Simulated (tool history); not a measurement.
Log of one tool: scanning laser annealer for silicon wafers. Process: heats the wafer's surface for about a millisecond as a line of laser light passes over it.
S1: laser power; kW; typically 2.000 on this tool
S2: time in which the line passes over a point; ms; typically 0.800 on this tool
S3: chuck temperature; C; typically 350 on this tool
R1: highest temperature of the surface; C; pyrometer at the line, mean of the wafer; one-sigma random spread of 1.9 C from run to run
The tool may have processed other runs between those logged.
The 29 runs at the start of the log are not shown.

{"run": 30, "hour": 493.5, "S1": 2.195, "S2": 0.818, "S3": 352, "R1": 1198}
{"run": 31, "hour": 514.4, "S1": 1.901, "S2": 0.665, "S3": 325, "R1": 959}
{"run": 32, "hour": 528.0, "S1": 2.02, "S2": 0.951, "S3": 387, "R1": 1204}
{"run": 33, "hour": 541.1, "S1": 2.02, "S2": 0.951, "S3": 353, "R1": 1166}
{"run": 34, "hour": 561.3, "S1": 2.0, "S2": 0.675, "S3": 317, "R1": 995}
{"run": 35, "hour": 578.7, "S1": 2.086, "S2": 0.8, "S3": 350, "R1": 1124}
{"run": 36, "hour": 597.3, "S1": 2.086, "S2": 0.8, "S3": 350, "R1": 1122}
{"run": 37, "hour": 617.2, "S1": 2.0, "S2": 0.787, "S3": 350, "R1": 1070}
{"run": 38, "hour": 640.2, "S1": 2.165, "S2": 0.71, "S3": 320, "R1": 1081}
{"run": 39, "hour": 662.2, "S1": 2.03, "S2": 0.8, "S3": 390, "R1": 1126}
{"run": 40, "hour": 679.9, "S1": 2.0, "S2": 0.8, "S3": 318, "R1": 1039}

Consider 3 possible next runs. They are alternatives, not a sequence: every one starts from the tool as it was left by run 40. What does each give?
{"run": "A", "hour": 701.1, "S1": 2.03, "S2": 0.989, "S3": 327, "R1": "?"}
{"run": "B", "hour": 701.1, "S1": 2.17, "S2": 0.596, "S3": 356, "R1": "?"}
{"run": "C", "hour": 701.1, "S1": 2.0, "S2": 0.8, "S3": 354, "R1": "?"}

run=A R1=1139
run=B R1=1053
run=C R1=1070
What these runs would have given with no unlogged condition in the tool:
run=A R1=1226
run=B R1=1127
run=C R1=1147
